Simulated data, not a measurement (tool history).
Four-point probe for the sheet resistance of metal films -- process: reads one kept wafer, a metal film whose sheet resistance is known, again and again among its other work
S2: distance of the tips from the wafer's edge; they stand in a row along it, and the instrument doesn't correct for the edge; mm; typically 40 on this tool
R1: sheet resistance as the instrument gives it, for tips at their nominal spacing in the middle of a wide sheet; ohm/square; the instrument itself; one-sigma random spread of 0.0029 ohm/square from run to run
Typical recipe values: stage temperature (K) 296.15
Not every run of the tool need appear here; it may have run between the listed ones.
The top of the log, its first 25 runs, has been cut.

{"run": 26, "day": 16.683, "stage temperature (K)": 295.15, "S2": 39, "R1": 14.63111}
{"run": 27, "day": 17.229, "stage temperature (K)": 295.15, "S2": 39, "R1": 14.626662}
{"run": 28, "day": 17.958, "stage temperature (K)": 299.15, "S2": 6, "R1": 14.884092}
{"run": 29, "day": 18.867, "stage temperature (K)": 293.15, "S2": 22, "R1": 14.611159}
{"run": 30, "day": 19.688, "stage temperature (K)": 296.15, "S2": 35, "R1": 14.636182}
{"run": 31, "day": 20.554, "stage temperature (K)": 294.15, "S2": 47, "R1": 14.610386}
{"run": 32, "day": 21.129, "stage temperature (K)": 294.15, "S2": 9, "R1": 14.703113}
{"run": 33, "day": 21.608, "stage temperature (K)": 298.15, "S2": 20, "R1": 14.673337}
{"run": 34, "day": 22.183, "stage temperature (K)": 298.15, "S2": 20, "R1": 14.679844}
{"run": 35, "day": 23.062, "stage temperature (K)": 296.15, "S2": 10, "R1": 14.712918}
{"run": 36, "day": 23.933, "stage temperature (K)": 296.15, "S2": 10, "R1": 14.713301}
{"run": 37, "day": 24.521, "stage temperature (K)": 294.15, "S2": 19, "R1": 14.628842}
{"run": 38, "day": 25.275, "stage temperature (K)": 293.15, "S2": 13, "R1": 14.637952}
{"run": 39, "day": 25.779, "stage temperature (K)": 295.15, "S2": 6, "R1": 14.837844}
{"run": 40, "day": 26.292, "stage temperature (K)": 293.15, "S2": 30, "R1": 14.60591}
{"run": 41, "day": 27.208, "stage temperature (K)": 296.15, "S2": 26, "R1": 14.645571}
{"run": 42, "day": 28.125, "stage temperature (K)": 294.15, "S2": 3, "R1": 15.42896}
{"run": 43, "day": 28.921, "stage temperature (K)": 304.15, "S2": 19, "R1": 14.748722}
{"run": 44, "day": 29.692, "stage temperature (K)": 304.15, "S2": 19, "R1": 14.746877}

Below are 5 alternative next runs, each starting from the tool's condition after run 44. Predict each:
{"run": "A", "day": 30.254, "stage temperature (K)": 295.15, "S2": 40, "R1": "?"}
{"run": "B", "day": 30.254, "stage temperature (K)": 297.15, "S2": 28, "R1": "?"}
{"run": "C", "day": 30.254, "stage temperature (K)": 294.15, "S2": 4, "R1": "?"}
{"run": "D", "day": 30.254, "stage temperature (K)": 308.15, "S2": 24, "R1": "?"}
{"run": "E", "day": 30.254, "stage temperature (K)": 306.15, "S2": 3, "R1": "?"}

run=A R1=14.623022
run=B R1=14.650277
run=C R1=15.077092
run=D R1=14.784125
run=E R1=15.578052
Take away the tool's hidden state, keep each run's random variation, and the runs would have read:
run=A R1=14.610000
run=B R1=14.637184
run=C R1=15.063741
run=D R1=14.770665
run=E R1=15.564008

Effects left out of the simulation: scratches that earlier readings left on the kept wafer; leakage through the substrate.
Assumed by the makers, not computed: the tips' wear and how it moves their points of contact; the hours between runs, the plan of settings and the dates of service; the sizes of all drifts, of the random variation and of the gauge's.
